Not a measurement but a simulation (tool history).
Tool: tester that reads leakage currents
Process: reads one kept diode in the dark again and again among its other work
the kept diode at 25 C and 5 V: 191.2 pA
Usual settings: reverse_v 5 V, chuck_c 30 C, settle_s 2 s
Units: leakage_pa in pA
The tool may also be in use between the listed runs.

{"run": 1, "hour": 0.0, "reverse_v": 5, "chuck_c": 30, "settle_s": 2, "leakage_pa": 315.19}
{"run": 2, "hour": 59.7, "reverse_v": 5, "chuck_c": 30, "settle_s": 2, "leakage_pa": 316.64}
{"run": 3, "hour": 116.1, "reverse_v": 5, "chuck_c": 30, "settle_s": 2, "leakage_pa": 319.01}
{"run": 4, "hour": 160.7, "reverse_v": 5, "chuck_c": 30, "settle_s": 2, "leakage_pa": 319.81}
{"run": 5, "hour": 199.4, "reverse_v": 5, "chuck_c": 30, "settle_s": 2, "leakage_pa": 319.64}
{"hour": 211.9, "done": "probe card cleaned and baked"}
{"run": 6, "hour": 232.3, "reverse_v": 5, "chuck_c": 30, "settle_s": 2, "leakage_pa": 308.61}
{"run": 7, "hour": 281.5, "reverse_v": 5, "chuck_c": 30, "settle_s": 2, "leakage_pa": 307.38}
{"run": 8, "hour": 309.3, "reverse_v": 5, "chuck_c": 30, "settle_s": 2, "leakage_pa": 309.78}
{"run": 9, "hour": 359.9, "reverse_v": 5, "chuck_c": 30, "settle_s": 2, "leakage_pa": 311.9}
{"run": 10, "hour": 425.8, "reverse_v": 18.95, "chuck_c": 30, "settle_s": 2, "leakage_pa": 556.31}
{"run": 11, "hour": 454.2, "reverse_v": 18.95, "chuck_c": 30, "settle_s": 2, "leakage_pa": 556.91}
{"run": 12, "hour": 510.3, "reverse_v": 18.95, "chuck_c": 30, "settle_s": 1.81, "leakage_pa": 561.45}
{"run": 13, "hour": 567.2, "reverse_v": 18.95, "chuck_c": 30, "settle_s": 1.81, "leakage_pa": 563.61}
{"run": 14, "hour": 601.9, "reverse_v": 18.95, "chuck_c": 30, "settle_s": 1.81, "leakage_pa": 565.15}
{"run": 15, "hour": 637.3, "reverse_v": 18.95, "chuck_c": 30, "settle_s": 1.81, "leakage_pa": 567.44}
{"run": 16, "hour": 696.6, "reverse_v": 1.47, "chuck_c": 32, "settle_s": 2.98, "leakage_pa": 221.38}
{"run": 17, "hour": 755.5, "reverse_v": 1.47, "chuck_c": 32, "settle_s": 2.98, "leakage_pa": 223.17}
{"run": 18, "hour": 796.6, "reverse_v": 1.47, "chuck_c": 50, "settle_s": 0.36, "leakage_pa": 965.09}
{"run": 19, "hour": 827.8, "reverse_v": 6.89, "chuck_c": 30, "settle_s": 4.6, "leakage_pa": 366.5}
{"run": 20, "hour": 881.2, "reverse_v": 5, "chuck_c": 50, "settle_s": 0.66, "leakage_pa": 1628.44}
{"run": 21, "hour": 935.5, "reverse_v": 4.21, "chuck_c": 30, "settle_s": 0.39, "leakage_pa": 301.18}
{"run": 22, "hour": 976.5, "reverse_v": 4.62, "chuck_c": 30, "settle_s": 3.85, "leakage_pa": 311.24}
{"run": 23, "hour": 1028.3, "reverse_v": 5, "chuck_c": 26, "settle_s": 0.64, "leakage_pa": 231.34}
{"run": 24, "hour": 1090.0, "reverse_v": 5, "chuck_c": 26, "settle_s": 0.64, "leakage_pa": 231.79}
{"run": 25, "hour": 1143.0, "reverse_v": 2.77, "chuck_c": 33, "settle_s": 2.58, "leakage_pa": 328.65}
{"run": 26, "hour": 1173.1, "reverse_v": 10.56, "chuck_c": 23, "settle_s": 6.5, "leakage_pa": 248.15}
{"run": 27, "hour": 1219.6, "reverse_v": 10.56, "chuck_c": 23, "settle_s": 6.5, "leakage_pa": 248.58}
{"run": 28, "hour": 1284.8, "reverse_v": 4.14, "chuck_c": 30, "settle_s": 2, "leakage_pa": 303.03}
{"run": 29, "hour": 1334.2, "reverse_v": 4.14, "chuck_c": 30, "settle_s": 0.54, "leakage_pa": 306.03}

3 ways to go on from here, each from the tool as it stands after run 29. What would each give?
{"run": "A", "hour": 1401.4, "reverse_v": 3.15, "chuck_c": 25, "settle_s": 0.71, "leakage_pa": "?"}
{"run": "B", "hour": 1401.4, "reverse_v": 1.91, "chuck_c": 30, "settle_s": 6.28, "leakage_pa": "?"}
{"run": "C", "hour": 1401.4, "reverse_v": 9.83, "chuck_c": 54, "settle_s": 0.79, "leakage_pa": "?"}

run=A leakage_pa=177.74
run=B leakage_pa=219.6
run=C leakage_pa=3036.78
Without the tool's hidden state the same runs would have given:
run=A leakage_pa=158.5
run=B leakage_pa=197.93
run=C leakage_pa=2789.8
